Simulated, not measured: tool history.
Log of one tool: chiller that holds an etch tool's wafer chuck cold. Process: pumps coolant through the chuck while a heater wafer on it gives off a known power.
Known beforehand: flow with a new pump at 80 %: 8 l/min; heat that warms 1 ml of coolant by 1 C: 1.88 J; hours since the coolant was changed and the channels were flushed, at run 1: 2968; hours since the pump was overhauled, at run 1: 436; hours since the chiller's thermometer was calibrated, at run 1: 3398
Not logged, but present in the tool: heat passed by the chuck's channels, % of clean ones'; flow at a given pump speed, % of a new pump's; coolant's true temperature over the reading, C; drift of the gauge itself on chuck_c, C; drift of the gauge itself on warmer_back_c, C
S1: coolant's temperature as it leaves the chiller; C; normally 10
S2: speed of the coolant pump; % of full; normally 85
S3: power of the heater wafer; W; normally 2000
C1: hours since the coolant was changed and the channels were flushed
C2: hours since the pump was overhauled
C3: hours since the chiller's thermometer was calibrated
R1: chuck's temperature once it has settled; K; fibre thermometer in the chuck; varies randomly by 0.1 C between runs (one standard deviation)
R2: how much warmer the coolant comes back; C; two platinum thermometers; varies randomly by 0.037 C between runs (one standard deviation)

run	hour	S1	S2	S3	C1	C2	C3	R1	R2
1	0	10	85	2000	2968	436	3398	309.95	7.53
2	28.6	10	99	2000	2996	464	3426	307.95	6.44
3	56.2	10	99	2000	3024	492	3454	308.05	6.5
4	117.3	10	99	2000	3085	553	3515	308.15	6.52
5	155	10	85	2384	3123	591	3553	315.55	8.97
6	213.6	10	85	2000	3181	649	3611	310.35	7.5
7	241.1	10	85	2000	3209	677	3639	310.45	7.53
8	296.4	12	85	2000	3264	732	3694	312.45	7.59
9	358	10	85	2000	3326	794	3756	310.55	7.59
10	420.5	10	85	2000	3388	856	3818	310.45	7.53
11	460.2	10	85	2000	3428	896	3858	310.55	7.54
12	489.6	10	85	2000	3457	925	3887	310.65	7.58
13	549.6	10	85	1860	3517	985	3947	308.75	7.02
14	604.4	10	85	1860	3572	1040	4002	309.05	7.06
15	662.1	10	85	1860	3630	1098	4060	309.05	7.04
16	688.6	10	85	1300	3656	1124	4086	301.25	4.91
# hour 699.3: coolant pump overhauled
17	739.7	10	85	1300	3702	40	4132	301.45	4.95
18	784	10	85	1300	3747	85	4177	301.65	4.97
19	827.8	10	85	1300	3791	129	4221	301.45	4.99
# hour 865.8: coolant pump overhauled, once more
20	870.8	10	85	1300	3828	5	4259	301.35	4.82
# hour 884.4: chiller's thermometer calibrated
21	932.5	19	65	1451	3889	66	48	314.85	7.12
22	985.8	19	65	2340	3942	119	101	329.05	11.51
23	1026.9	13	85	1019	3984	160	143	300.25	3.82
24	1060.2	13	85	1019	4017	193	176	300.25	3.87
25	1120.3	10	61	2000	4077	254	236	316.05	10.41
26	1181.2	12	79	1853	4138	314	297	312.05	7.47
27	1224.5	10	81	2815	4181	358	340	323.35	11.11
28	1273.9	10	81	2815	4231	407	389	323.55	11.11
29	1315.2	10	81	2815	4272	448	431	323.45	11.12
30	1364.2	10	81	2815	4321	497	480	323.45	11.14
31	1404.8	9	63	1052	4362	538	520	299.65	5.29
32	1443.7	10	85	1738	4400	577	559	307.35	6.6
33	1483.7	7	85	1391	4440	617	599	299.65	5.25

Pick out some run-to-run changes in R1. Of each, how much would a tool without hidden state show as well, from the settings, what came in and chance, and how much is left for the hidden state and any gauge scatter not in both results compared?
Run 22 -> 23: S1 19 -> 13, S2 65 -> 85, S3 2340 -> 1019. R1 -28.8 K: hidden state -2.7, all else -26.1.
Run 24 -> 25: S1 13 -> 10, S2 85 -> 61, S3 1019 -> 2000. R1 +15.8 K: hidden state +2.4, all else +13.4.
Run 30 -> 31: S1 10 -> 9, S2 81 -> 63, S3 2815 -> 1052. R1 -23.8 K: hidden state -3.2, all else -20.6.
